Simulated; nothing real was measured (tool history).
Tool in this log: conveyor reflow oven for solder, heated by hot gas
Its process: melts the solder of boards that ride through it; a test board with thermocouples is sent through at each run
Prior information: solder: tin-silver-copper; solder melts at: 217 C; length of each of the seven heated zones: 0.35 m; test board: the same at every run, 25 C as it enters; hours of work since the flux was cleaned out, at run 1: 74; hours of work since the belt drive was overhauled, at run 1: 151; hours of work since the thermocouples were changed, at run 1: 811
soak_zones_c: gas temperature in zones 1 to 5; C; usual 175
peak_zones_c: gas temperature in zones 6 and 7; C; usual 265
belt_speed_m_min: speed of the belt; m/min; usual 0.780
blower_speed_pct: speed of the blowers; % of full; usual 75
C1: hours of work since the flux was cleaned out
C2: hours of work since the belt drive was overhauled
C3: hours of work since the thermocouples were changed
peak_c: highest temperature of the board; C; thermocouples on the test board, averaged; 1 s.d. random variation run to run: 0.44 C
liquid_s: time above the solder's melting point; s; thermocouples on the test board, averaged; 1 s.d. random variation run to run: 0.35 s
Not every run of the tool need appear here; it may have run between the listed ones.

{"run": 1, "day": 0.0, "soak_zones_c": 175, "peak_zones_c": 265, "belt_speed_m_min": 0.78, "blower_speed_pct": 75, "C1": 74, "C2": 151, "C3": 811, "peak_c": 245.5, "liquid_s": 35.4}
{"run": 2, "day": 1.888, "soak_zones_c": 175, "peak_zones_c": 265, "belt_speed_m_min": 0.78, "blower_speed_pct": 75, "C1": 107, "C2": 184, "C3": 844, "peak_c": 244.8, "liquid_s": 36.0}
{"day": 2.317, "done": "thermocouples of zones 6 and 7 changed"}
{"run": 3, "day": 4.7, "soak_zones_c": 165, "peak_zones_c": 265, "belt_speed_m_min": 0.78, "blower_speed_pct": 75, "C1": 155, "C2": 232, "C3": 42, "peak_c": 243.2, "liquid_s": 32.2}
{"run": 4, "day": 6.988, "soak_zones_c": 165, "peak_zones_c": 265, "belt_speed_m_min": 0.78, "blower_speed_pct": 75, "C1": 195, "C2": 272, "C3": 82, "peak_c": 243.2, "liquid_s": 31.3}
{"run": 5, "day": 8.746, "soak_zones_c": 165, "peak_zones_c": 271, "belt_speed_m_min": 0.78, "blower_speed_pct": 75, "C1": 226, "C2": 303, "C3": 113, "peak_c": 247.4, "liquid_s": 33.7}
{"run": 6, "day": 10.788, "soak_zones_c": 165, "peak_zones_c": 278, "belt_speed_m_min": 0.78, "blower_speed_pct": 75, "C1": 262, "C2": 339, "C3": 149, "peak_c": 252.6, "liquid_s": 37.7}
{"day": 12.588, "done": "flux residue cleaned out of gas plates and filters"}
{"run": 7, "day": 13.154, "soak_zones_c": 165, "peak_zones_c": 278, "belt_speed_m_min": 0.78, "blower_speed_pct": 75, "C1": 10, "C2": 377, "C3": 187, "peak_c": 255.3, "liquid_s": 38.5}
{"run": 8, "day": 15.567, "soak_zones_c": 175, "peak_zones_c": 265, "belt_speed_m_min": 0.78, "blower_speed_pct": 75, "C1": 52, "C2": 419, "C3": 229, "peak_c": 245.5, "liquid_s": 36.3}
{"run": 9, "day": 17.292, "soak_zones_c": 175, "peak_zones_c": 265, "belt_speed_m_min": 0.78, "blower_speed_pct": 75, "C1": 83, "C2": 449, "C3": 259, "peak_c": 246.4, "liquid_s": 36.8}
{"run": 10, "day": 18.654, "soak_zones_c": 175, "peak_zones_c": 265, "belt_speed_m_min": 0.78, "blower_speed_pct": 75, "C1": 106, "C2": 473, "C3": 283, "peak_c": 246.0, "liquid_s": 36.3}
{"run": 11, "day": 20.412, "soak_zones_c": 175, "peak_zones_c": 265, "belt_speed_m_min": 0.873, "blower_speed_pct": 75, "C1": 137, "C2": 504, "C3": 314, "peak_c": 241.2, "liquid_s": 29.0}
{"run": 12, "day": 22.675, "soak_zones_c": 175, "peak_zones_c": 265, "belt_speed_m_min": 0.78, "blower_speed_pct": 75, "C1": 177, "C2": 544, "C3": 354, "peak_c": 246.3, "liquid_s": 35.5}
{"run": 13, "day": 24.654, "soak_zones_c": 175, "peak_zones_c": 265, "belt_speed_m_min": 0.78, "blower_speed_pct": 75, "C1": 212, "C2": 579, "C3": 388, "peak_c": 244.6, "liquid_s": 35.3}
{"run": 14, "day": 26.729, "soak_zones_c": 175, "peak_zones_c": 265, "belt_speed_m_min": 0.78, "blower_speed_pct": 75, "C1": 248, "C2": 615, "C3": 425, "peak_c": 244.2, "liquid_s": 35.9}
{"run": 15, "day": 27.838, "soak_zones_c": 175, "peak_zones_c": 265, "belt_speed_m_min": 0.78, "blower_speed_pct": 75, "C1": 268, "C2": 635, "C3": 444, "peak_c": 244.5, "liquid_s": 35.4}
{"day": 29.146, "done": "flux residue cleaned out of gas plates and filters"}
{"run": 16, "day": 30.454, "soak_zones_c": 163, "peak_zones_c": 255, "belt_speed_m_min": 0.765, "blower_speed_pct": 68, "C1": 23, "C2": 677, "C3": 487, "peak_c": 234.5, "liquid_s": 24.8}
{"run": 17, "day": 33.1, "soak_zones_c": 163, "peak_zones_c": 260, "belt_speed_m_min": 0.765, "blower_speed_pct": 81, "C1": 69, "C2": 723, "C3": 533, "peak_c": 242.0, "liquid_s": 31.8}
{"run": 18, "day": 35.762, "soak_zones_c": 163, "peak_zones_c": 260, "belt_speed_m_min": 0.765, "blower_speed_pct": 81, "C1": 116, "C2": 770, "C3": 580, "peak_c": 240.9, "liquid_s": 31.6}
{"run": 19, "day": 38.146, "soak_zones_c": 175, "peak_zones_c": 278, "belt_speed_m_min": 0.78, "blower_speed_pct": 79, "C1": 158, "C2": 812, "C3": 622, "peak_c": 257.7, "liquid_s": 43.4}
{"run": 20, "day": 40.446, "soak_zones_c": 166, "peak_zones_c": 257, "belt_speed_m_min": 0.78, "blower_speed_pct": 79, "C1": 198, "C2": 852, "C3": 662, "peak_c": 237.6, "liquid_s": 28.9}
{"run": 21, "day": 41.671, "soak_zones_c": 166, "peak_zones_c": 257, "belt_speed_m_min": 0.78, "blower_speed_pct": 79, "C1": 220, "C2": 874, "C3": 683, "peak_c": 237.7, "liquid_s": 29.2}
{"run": 22, "day": 44.333, "soak_zones_c": 166, "peak_zones_c": 257, "belt_speed_m_min": 0.78, "blower_speed_pct": 79, "C1": 266, "C2": 920, "C3": 730, "peak_c": 237.2, "liquid_s": 28.0}
{"day": 45.733, "done": "flux residue cleaned out of gas plates and filters"}
{"run": 23, "day": 45.912, "soak_zones_c": 165, "peak_zones_c": 272, "belt_speed_m_min": 0.78, "blower_speed_pct": 75, "C1": 3, "C2": 944, "C3": 754, "peak_c": 248.9, "liquid_s": 37.1}
{"run": 24, "day": 47.575, "soak_zones_c": 165, "peak_zones_c": 272, "belt_speed_m_min": 0.78, "blower_speed_pct": 75, "C1": 32, "C2": 974, "C3": 783, "peak_c": 249.2, "liquid_s": 36.5}
{"run": 25, "day": 49.733, "soak_zones_c": 163, "peak_zones_c": 259, "belt_speed_m_min": 0.78, "blower_speed_pct": 70, "C1": 70, "C2": 1011, "C3": 821, "peak_c": 236.4, "liquid_s": 26.9}
{"run": 26, "day": 51.258, "soak_zones_c": 183, "peak_zones_c": 263, "belt_speed_m_min": 0.726, "blower_speed_pct": 70, "C1": 97, "C2": 1038, "C3": 848, "peak_c": 245.6, "liquid_s": 41.7}
{"day": 51.517, "done": "thermocouples of zones 6 and 7 changed"}
{"run": 27, "day": 52.583, "soak_zones_c": 176, "peak_zones_c": 273, "belt_speed_m_min": 0.656, "blower_speed_pct": 69, "C1": 119, "C2": 1060, "C3": 19, "peak_c": 257.5, "liquid_s": 51.8}
{"run": 28, "day": 55.0, "soak_zones_c": 164, "peak_zones_c": 269, "belt_speed_m_min": 0.656, "blower_speed_pct": 52, "C1": 161, "C2": 1102, "C3": 61, "peak_c": 243.9, "liquid_s": 39.2}
{"run": 29, "day": 57.358, "soak_zones_c": 180, "peak_zones_c": 280, "belt_speed_m_min": 0.78, "blower_speed_pct": 75, "C1": 203, "C2": 1144, "C3": 103, "peak_c": 258.2, "liquid_s": 44.8}

Each run again, without the hidden state but with its own random variation kept:
Hidden state present: heat that the gas passes to the board, % of a clean oven's; belt's true speed, % of the reading; true gas temperature in zones 6 and 7 over the reading, C; drift of the gauge itself on peak_c, C; drift of the gauge itself on liquid_s, %.
run=1 peak_c=247.1 liquid_s=36.4
run=2 peak_c=246.5 liquid_s=37.2
run=3 peak_c=244.4 liquid_s=33.1
run=4 peak_c=244.6 liquid_s=32.4
run=5 peak_c=249.1 liquid_s=34.8
run=6 peak_c=254.7 liquid_s=38.8
run=7 peak_c=255.4 liquid_s=38.3
run=8 peak_c=245.9 liquid_s=36.3
run=9 peak_c=247.0 liquid_s=37.0
run=10 peak_c=246.8 liquid_s=36.5
run=11 peak_c=242.2 liquid_s=29.6
run=12 peak_c=247.5 liquid_s=36.1
run=13 peak_c=246.0 liquid_s=36.1
run=14 peak_c=245.9 liquid_s=36.9
run=15 peak_c=246.3 liquid_s=36.5
run=16 peak_c=235.0 liquid_s=24.9
run=17 peak_c=242.9 liquid_s=32.0
run=18 peak_c=242.1 liquid_s=32.1
run=19 peak_c=259.2 liquid_s=43.6
run=20 peak_c=239.2 liquid_s=30.1
run=21 peak_c=239.5 liquid_s=30.5
run=22 peak_c=239.3 liquid_s=29.6
run=23 peak_c=249.5 liquid_s=36.9
run=24 peak_c=250.1 liquid_s=36.4
run=25 peak_c=237.4 liquid_s=27.3
run=26 peak_c=246.8 liquid_s=41.9
run=27 peak_c=257.7 liquid_s=51.0
run=28 peak_c=244.1 liquid_s=38.7
run=29 peak_c=259.0 liquid_s=44.5

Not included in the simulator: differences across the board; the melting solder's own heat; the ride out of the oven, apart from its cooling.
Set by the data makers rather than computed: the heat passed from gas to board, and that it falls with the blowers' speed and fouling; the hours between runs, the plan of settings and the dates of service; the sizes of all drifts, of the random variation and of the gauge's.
